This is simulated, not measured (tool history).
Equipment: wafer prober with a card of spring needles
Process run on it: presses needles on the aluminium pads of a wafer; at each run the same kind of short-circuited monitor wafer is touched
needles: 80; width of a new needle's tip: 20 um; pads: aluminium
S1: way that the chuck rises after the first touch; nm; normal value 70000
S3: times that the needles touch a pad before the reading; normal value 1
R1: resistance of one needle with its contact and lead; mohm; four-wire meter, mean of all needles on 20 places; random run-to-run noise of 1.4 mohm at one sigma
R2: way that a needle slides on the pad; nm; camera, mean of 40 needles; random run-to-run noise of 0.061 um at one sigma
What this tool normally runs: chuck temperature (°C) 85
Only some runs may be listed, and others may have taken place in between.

run 1 hour=0.0 | S1=70000 chuck_temperature_(°C)=85 S3=1 | R1=125 R2=13450
-- hour=2.2 tips cleaned on abrasive film
-- hour=10.6 tips cleaned on abrasive film
-- hour=21.2 tips cleaned on abrasive film
-- hour=31.7 tips cleaned on abrasive film
run 2 hour=33.8 | S1=70000 chuck_temperature_(°C)=85 S3=1 | R1=124 R2=13390
-- hour=42.2 tips cleaned on abrasive film
-- hour=52.8 tips cleaned on abrasive film
-- hour=62.1 tips cleaned on abrasive film
run 3 hour=62.1 | S1=68000 chuck_temperature_(°C)=85 S3=1 | R1=124 R2=13030
-- hour=70.5 tips cleaned on abrasive film
-- hour=79.0 tips cleaned on abrasive film
-- hour=87.4 tips cleaned on abrasive film
-- hour=98.0 tips cleaned on abrasive film
-- hour=106.4 tips cleaned on abrasive film
run 4 hour=111.4 | S1=70000 chuck_temperature_(°C)=28 S3=1 | R1=118 R2=13400
-- hour=115.6 tips cleaned on abrasive film
-- hour=126.2 tips cleaned on abrasive film
-- hour=136.7 tips cleaned on abrasive film
-- hour=147.2 tips cleaned on abrasive film
-- hour=157.8 tips cleaned on abrasive film
-- hour=166.2 tips cleaned on abrasive film
run 5 hour=166.7 | S1=70000 chuck_temperature_(°C)=85 S3=1 | R1=126 R2=13510
-- hour=175.1 tips cleaned on abrasive film
-- hour=175.4 height of the first contact set anew
-- hour=186.0 tips cleaned on abrasive film
-- hour=194.4 tips cleaned on abrasive film
run 6 hour=197.8 | S1=70000 chuck_temperature_(°C)=85 S3=3 | R1=123 R2=13380
-- hour=204.1 tips cleaned on abrasive film
-- hour=212.6 tips cleaned on abrasive film
-- hour=221.0 tips cleaned on abrasive film
-- hour=229.5 tips cleaned on abrasive film
run 7 hour=237.5 | S1=70000 chuck_temperature_(°C)=85 S3=1 | R1=124 R2=13460
-- hour=239.7 tips cleaned on abrasive film
-- hour=248.2 tips cleaned on abrasive film
-- hour=256.6 tips cleaned on abrasive film
-- hour=267.2 tips cleaned on abrasive film
-- hour=277.7 tips cleaned on abrasive film
-- hour=286.2 tips cleaned on abrasive film
-- hour=296.7 tips cleaned on abrasive film
run 8 hour=301.1 | S1=70000 chuck_temperature_(°C)=38 S3=1 | R1=115 R2=13400
-- hour=305.3 tips cleaned on abrasive film
-- hour=315.9 tips cleaned on abrasive film
-- hour=326.4 tips cleaned on abrasive film
-- hour=336.9 tips cleaned on abrasive film
-- hour=345.4 tips cleaned on abrasive film
-- hour=355.9 tips cleaned on abrasive film
run 9 hour=361.7 | S1=70000 chuck_temperature_(°C)=85 S3=1 | R1=123 R2=13480
-- hour=366.0 tips cleaned on abrasive film
-- hour=374.4 tips cleaned on abrasive film
-- hour=382.9 tips cleaned on abrasive film
-- hour=393.4 tips cleaned on abrasive film
-- hour=403.9 tips cleaned on abrasive film
-- hour=414.5 tips cleaned on abrasive film
-- hour=422.9 tips cleaned on abrasive film
run 10 hour=426.3 | S1=70000 chuck_temperature_(°C)=85 S3=1 | R1=124 R2=13420
-- hour=432.7 tips cleaned on abrasive film
-- hour=443.2 tips cleaned on abrasive film
-- hour=451.7 tips cleaned on abrasive film
-- hour=462.2 tips cleaned on abrasive film
run 11 hour=468.7 | S1=70000 chuck_temperature_(°C)=85 S3=1 | R1=123 R2=13450
-- hour=470.9 tips cleaned on abrasive film
-- hour=481.4 tips cleaned on abrasive film
-- hour=489.9 tips cleaned on abrasive film
-- hour=500.4 tips cleaned on abrasive film
-- hour=507.0 height of the first contact set anew
-- hour=511.3 tips cleaned on abrasive film
-- hour=519.7 tips cleaned on abrasive film
-- hour=528.2 tips cleaned on abrasive film
run 12 hour=528.6 | S1=70000 chuck_temperature_(°C)=85 S3=1 | R1=124 R2=13530
-- hour=537.0 tips cleaned on abrasive film
-- hour=545.5 tips cleaned on abrasive film
-- hour=553.9 tips cleaned on abrasive film
-- hour=563.1 tips cleaned on abrasive film
run 13 hour=563.1 | S1=70000 chuck_temperature_(°C)=85 S3=1 | R1=124 R2=13490
-- hour=571.5 tips cleaned on abrasive film
-- hour=582.1 tips cleaned on abrasive film
-- hour=591.8 tips cleaned on abrasive film
run 14 hour=591.8 | S1=62000 chuck_temperature_(°C)=49 S3=1 | R1=119 R2=11850
-- hour=600.2 tips cleaned on abrasive film
-- hour=610.8 tips cleaned on abrasive film
-- hour=621.3 tips cleaned on abrasive film
-- hour=629.7 tips cleaned on abrasive film
run 15 hour=633.5 | S1=70000 chuck_temperature_(°C)=90 S3=1 | R1=125 R2=13270
-- hour=639.9 tips cleaned on abrasive film
-- hour=648.3 tips cleaned on abrasive film
-- hour=658.9 tips cleaned on abrasive film
-- hour=669.4 tips cleaned on abrasive film
-- hour=677.8 tips cleaned on abrasive film
run 16 hour=685.6 | S1=70000 chuck_temperature_(°C)=90 S3=1 | R1=124 R2=13450
-- hour=687.8 tips cleaned on abrasive film
-- hour=698.3 tips cleaned on abrasive film
-- hour=706.8 tips cleaned on abrasive film
-- hour=717.3 tips cleaned on abrasive film
run 17 hour=717.9 | S1=59000 chuck_temperature_(°C)=65 S3=1 | R1=121 R2=11240
-- hour=726.3 tips cleaned on abrasive film
-- hour=734.8 tips cleaned on abrasive film
-- hour=745.3 tips cleaned on abrasive film
-- hour=755.9 tips cleaned on abrasive film
-- hour=766.4 tips cleaned on abrasive film
-- hour=774.8 tips cleaned on abrasive film
-- hour=783.3 tips cleaned on abrasive film
run 18 hour=786.3 | S1=59000 chuck_temperature_(°C)=65 S3=1 | R1=122 R2=11460
-- hour=792.7 tips cleaned on abrasive film
-- hour=803.2 tips cleaned on abrasive film
-- hour=811.7 tips cleaned on abrasive film
run 19 hour=814.7 | S1=84000 chuck_temperature_(°C)=26 S3=1 | R1=116 R2=16150
-- hour=821.0 tips cleaned on abrasive film
-- hour=831.6 tips cleaned on abrasive film
-- hour=838.1 height of the first contact set anew
-- hour=840.3 tips cleaned on abrasive film
-- hour=848.8 tips cleaned on abrasive film
-- hour=859.3 tips cleaned on abrasive film
-- hour=867.7 tips cleaned on abrasive film
-- hour=878.3 tips cleaned on abrasive film
run 20 hour=879.7 | S1=79000 chuck_temperature_(°C)=85 S3=1 | R1=123 R2=15190
-- hour=888.2 tips cleaned on abrasive film
-- hour=896.6 tips cleaned on abrasive film
-- hour=907.2 tips cleaned on abrasive film
run 21 hour=912.5 | S1=51000 chuck_temperature_(°C)=30 S3=2 | R1=123 R2=9770
-- hour=916.7 tips cleaned on abrasive film
-- hour=925.2 tips cleaned on abrasive film
-- hour=935.7 tips cleaned on abrasive film
run 22 hour=941.3 | S1=51000 chuck_temperature_(°C)=30 S3=2 | R1=117 R2=9910

Run 23 has not been measured yet. What should we expect?
-- hour=945.6 tips cleaned on abrasive film
-- hour=954.0 tips cleaned on abrasive film
-- hour=964.5 tips cleaned on abrasive film
-- hour=973.0 tips cleaned on abrasive film
-- hour=981.4 tips cleaned on abrasive film
-- hour=992.0 tips cleaned on abrasive film
-- hour=1002.5 tips cleaned on abrasive film
run 23 hour=1009.1 | S1=51000 chuck_temperature_(°C)=41 S3=2 | R1=? R2=?

R1: 121 mohm
R2: 9720 nm
The same run, on a tool lacking any hidden state, would have yielded R1 121 mohm, R2 9720 nm.
